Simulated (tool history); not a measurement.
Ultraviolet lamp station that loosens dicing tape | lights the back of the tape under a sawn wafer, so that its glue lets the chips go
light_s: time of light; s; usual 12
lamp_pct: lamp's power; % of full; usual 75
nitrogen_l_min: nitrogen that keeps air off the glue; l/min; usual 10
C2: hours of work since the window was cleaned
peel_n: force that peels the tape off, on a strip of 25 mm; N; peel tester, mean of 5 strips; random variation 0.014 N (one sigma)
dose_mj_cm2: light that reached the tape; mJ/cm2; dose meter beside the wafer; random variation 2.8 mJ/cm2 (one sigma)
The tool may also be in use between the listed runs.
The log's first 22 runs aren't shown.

Run 23, hour 428.4: usual settings but light_s 17 s, lamp_pct 62 % of full; hours of work of the lamp 903; C2 77. Result: peel_n 0.414 N, dose_mj_cm2 456 mJ/cm2.
Run 24, hour 447.9: usual settings but lamp_pct 86 % of full, nitrogen_l_min 16 l/min; hours of work of the lamp 915; C2 88. Result: peel_n 0.265 N, dose_mj_cm2 445 mJ/cm2.
Run 25, hour 459.9: usual settings but lamp_pct 86 % of full, nitrogen_l_min 16 l/min; hours of work of the lamp 922; C2 96. Result: peel_n 0.274 N, dose_mj_cm2 449 mJ/cm2.
Run 26, hour 484.4: usual settings but light_s 9 s, lamp_pct 70 % of full, nitrogen_l_min 13 l/min; hours of work of the lamp 937; C2 111. Result: peel_n 1.208 N, dose_mj_cm2 275 mJ/cm2.
Run 27, hour 500.8: usual settings but light_s 9 s, lamp_pct 70 % of full, nitrogen_l_min 6 l/min; hours of work of the lamp 947; C2 121. Result: peel_n 2.106 N, dose_mj_cm2 276 mJ/cm2.
Run 28, hour 513: usual settings but light_s 9 s, lamp_pct 70 % of full, nitrogen_l_min 6 l/min; hours of work of the lamp 954; C2 128. Result: peel_n 2.202 N, dose_mj_cm2 268 mJ/cm2.
Run 29, hour 539.3: usual settings but light_s 10 s, lamp_pct 94 % of full; hours of work of the lamp 970; C2 144. Result: peel_n 0.587 N, dose_mj_cm2 401 mJ/cm2.
Run 30, hour 556.1: usual settings but light_s 17 s, lamp_pct 94 % of full, nitrogen_l_min 4 l/min; hours of work of the lamp 981; C2 154. Result: peel_n 0.39 N, dose_mj_cm2 691 mJ/cm2.
Run 31, hour 576.2: usual settings but light_s 10 s, lamp_pct 89 % of full; hours of work of the lamp 993; C2 167. Result: peel_n 0.671 N, dose_mj_cm2 384 mJ/cm2.
Run 32, hour 602.5: usual settings but light_s 7 s, lamp_pct 100 % of full, nitrogen_l_min 3 l/min; hours of work of the lamp 1009; C2 183. Result: peel_n 2.689 N, dose_mj_cm2 301 mJ/cm2.
Run 33, hour 624.1: usual settings but nitrogen_l_min 7 l/min; hours of work of the lamp 1022; C2 196. Result: peel_n 0.886 N, dose_mj_cm2 389 mJ/cm2.
Run 34, hour 640.7: usual settings but light_s 10 s, lamp_pct 70 % of full, nitrogen_l_min 9 l/min; hours of work of the lamp 1032; C2 206. Result: peel_n 1.355 N, dose_mj_cm2 305 mJ/cm2.

4 ways to go on from here, each from the tool as it stands after run 34. What would each give?
Run A, hour 656: usual settings but lamp_pct 78 % of full, nitrogen_l_min 9 l/min; hours of work of the lamp 1042; C2 215. Result: peel_n ?, dose_mj_cm2 ?.
Run B, hour 656: usual settings but lamp_pct 74 % of full; hours of work of the lamp 1042; C2 215. Result: peel_n ?, dose_mj_cm2 ?.
Run C, hour 656: usual settings but nitrogen_l_min 3 l/min; hours of work of the lamp 1042; C2 215. Result: peel_n ?, dose_mj_cm2 ?.
Run D, hour 656: usual settings but light_s 7 s, lamp_pct 81 % of full, nitrogen_l_min 19 l/min; hours of work of the lamp 1042; C2 215. Result: peel_n ?, dose_mj_cm2 ?.

run  peel_n  dose_mj_cm2
  A    0.66          401
  B   0.661          385
  C   1.953          388
  D    1.13          243
Without the tool's hidden state the same runs would have given:
run  peel_n  dose_mj_cm2
  A   0.652          403
  B   0.653          387
  C   1.937          390
  D   1.118          245
